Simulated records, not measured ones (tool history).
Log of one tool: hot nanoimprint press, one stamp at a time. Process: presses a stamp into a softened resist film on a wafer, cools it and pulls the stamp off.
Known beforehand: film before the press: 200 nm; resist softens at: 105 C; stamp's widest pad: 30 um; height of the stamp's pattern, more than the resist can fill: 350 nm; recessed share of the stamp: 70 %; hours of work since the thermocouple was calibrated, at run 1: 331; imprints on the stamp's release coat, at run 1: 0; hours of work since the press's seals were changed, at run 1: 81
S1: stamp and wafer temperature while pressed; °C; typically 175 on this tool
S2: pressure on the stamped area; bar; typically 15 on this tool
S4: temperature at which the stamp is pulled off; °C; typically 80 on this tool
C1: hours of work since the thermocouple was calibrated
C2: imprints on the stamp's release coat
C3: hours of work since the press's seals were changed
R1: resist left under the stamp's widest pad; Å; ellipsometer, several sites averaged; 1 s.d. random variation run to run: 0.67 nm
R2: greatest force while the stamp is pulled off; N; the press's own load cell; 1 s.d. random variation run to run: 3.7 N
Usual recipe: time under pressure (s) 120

{"run": 1, "hour": 0.0, "S1": 175, "S2": 15, "time under pressure (s)": 120, "S4": 80, "C1": 331, "C2": 0, "C3": 81, "R1": 800, "R2": 183}
{"run": 2, "hour": 55.6, "S1": 175, "S2": 15, "time under pressure (s)": 120, "S4": 80, "C1": 363, "C2": 220, "C3": 113, "R1": 785, "R2": 195}
{"run": 3, "hour": 91.0, "S1": 175, "S2": 15, "time under pressure (s)": 120, "S4": 80, "C1": 384, "C2": 361, "C3": 133, "R1": 796, "R2": 199}
{"run": 4, "hour": 126.3, "S1": 175, "S2": 15, "time under pressure (s)": 120, "S4": 80, "C1": 404, "C2": 501, "C3": 153, "R1": 806, "R2": 200}
{"run": 5, "hour": 192.3, "S1": 175, "S2": 15, "time under pressure (s)": 135, "S4": 80, "C1": 442, "C2": 763, "C3": 191, "R1": 765, "R2": 230}
{"run": 6, "hour": 245.9, "S1": 175, "S2": 15, "time under pressure (s)": 135, "S4": 80, "C1": 472, "C2": 976, "C3": 222, "R1": 773, "R2": 227}
{"hour": 265.0, "done": "plate thermocouple calibrated"}
{"run": 7, "hour": 288.6, "S1": 169, "S2": 15, "time under pressure (s)": 135, "S4": 80, "C1": 14, "C2": 1133, "C3": 244, "R1": 1084, "R2": 232}
{"hour": 308.9, "done": "stamp cleaned and given a new release coat"}
{"run": 8, "hour": 351.4, "S1": 169, "S2": 15, "time under pressure (s)": 135, "S4": 80, "C1": 46, "C2": 168, "C3": 277, "R1": 1096, "R2": 193}
{"run": 9, "hour": 402.8, "S1": 169, "S2": 15, "time under pressure (s)": 135, "S4": 80, "C1": 76, "C2": 373, "C3": 307, "R1": 1111, "R2": 202}
{"run": 10, "hour": 444.6, "S1": 169, "S2": 15, "time under pressure (s)": 71, "S4": 80, "C1": 100, "C2": 538, "C3": 330, "R1": 1353, "R2": 216}
{"run": 11, "hour": 506.7, "S1": 169, "S2": 15, "time under pressure (s)": 71, "S4": 80, "C1": 135, "C2": 785, "C3": 366, "R1": 1366, "R2": 224}
{"run": 12, "hour": 540.7, "S1": 169, "S2": 15, "time under pressure (s)": 71, "S4": 80, "C1": 155, "C2": 920, "C3": 386, "R1": 1353, "R2": 236}
{"run": 13, "hour": 569.9, "S1": 169, "S2": 15, "time under pressure (s)": 71, "S4": 80, "C1": 171, "C2": 1036, "C3": 402, "R1": 1356, "R2": 239}
{"hour": 613.7, "done": "stamp cleaned and given a new release coat"}
{"run": 14, "hour": 615.9, "S1": 175, "S2": 15, "time under pressure (s)": 120, "S4": 83, "C1": 194, "C2": 8, "C3": 425, "R1": 871, "R2": 178}
{"hour": 624.6, "done": "plate thermocouple calibrated, once more"}
{"run": 15, "hour": 682.0, "S1": 175, "S2": 21.8, "time under pressure (s)": 120, "S4": 80, "C1": 33, "C2": 259, "C3": 461, "R1": 635, "R2": 183}
{"run": 16, "hour": 716.1, "S1": 175, "S2": 21.8, "time under pressure (s)": 120, "S4": 80, "C1": 52, "C2": 394, "C3": 481, "R1": 630, "R2": 191}
{"run": 17, "hour": 755.1, "S1": 181, "S2": 16.8, "time under pressure (s)": 61, "S4": 80, "C1": 75, "C2": 549, "C3": 503, "R1": 701, "R2": 206}
{"run": 18, "hour": 813.5, "S1": 175, "S2": 12.5, "time under pressure (s)": 120, "S4": 80, "C1": 108, "C2": 781, "C3": 537, "R1": 840, "R2": 215}
{"run": 19, "hour": 875.6, "S1": 175, "S2": 12.5, "time under pressure (s)": 120, "S4": 80, "C1": 144, "C2": 1027, "C3": 572, "R1": 852, "R2": 224}
{"run": 20, "hour": 911.1, "S1": 175, "S2": 12.5, "time under pressure (s)": 120, "S4": 80, "C1": 164, "C2": 1168, "C3": 593, "R1": 860, "R2": 233}
{"hour": 923.5, "done": "stamp cleaned and given a new release coat"}
{"run": 21, "hour": 958.4, "S1": 175, "S2": 12.5, "time under pressure (s)": 120, "S4": 80, "C1": 188, "C2": 138, "C3": 617, "R1": 855, "R2": 182}
{"run": 22, "hour": 989.2, "S1": 175, "S2": 12.5, "time under pressure (s)": 120, "S4": 80, "C1": 206, "C2": 260, "C3": 634, "R1": 860, "R2": 185}
{"run": 23, "hour": 1056.7, "S1": 175, "S2": 12.5, "time under pressure (s)": 120, "S4": 80, "C1": 244, "C2": 528, "C3": 673, "R1": 860, "R2": 204}
{"run": 24, "hour": 1096.9, "S1": 175, "S2": 10.6, "time under pressure (s)": 120, "S4": 80, "C1": 267, "C2": 688, "C3": 696, "R1": 948, "R2": 210}
{"run": 25, "hour": 1161.2, "S1": 175, "S2": 21, "time under pressure (s)": 126, "S4": 80, "C1": 304, "C2": 943, "C3": 733, "R1": 671, "R2": 229}

Run 26 comes next. What will it give?
{"hour": 1230.3, "done": "stamp cleaned and given a new release coat"}
{"run": 26, "hour": 1233.2, "S1": 175, "S2": 16.9, "time under pressure (s)": 65, "S4": 76, "C1": 342, "C2": 12, "C3": 771, "R1": "?", "R2": "?"}

Run 26 produced R1 969 Å, R2 199 N.
Had the tool carried no hidden state, the very same run would have given R1 890 Å, R2 193 N.
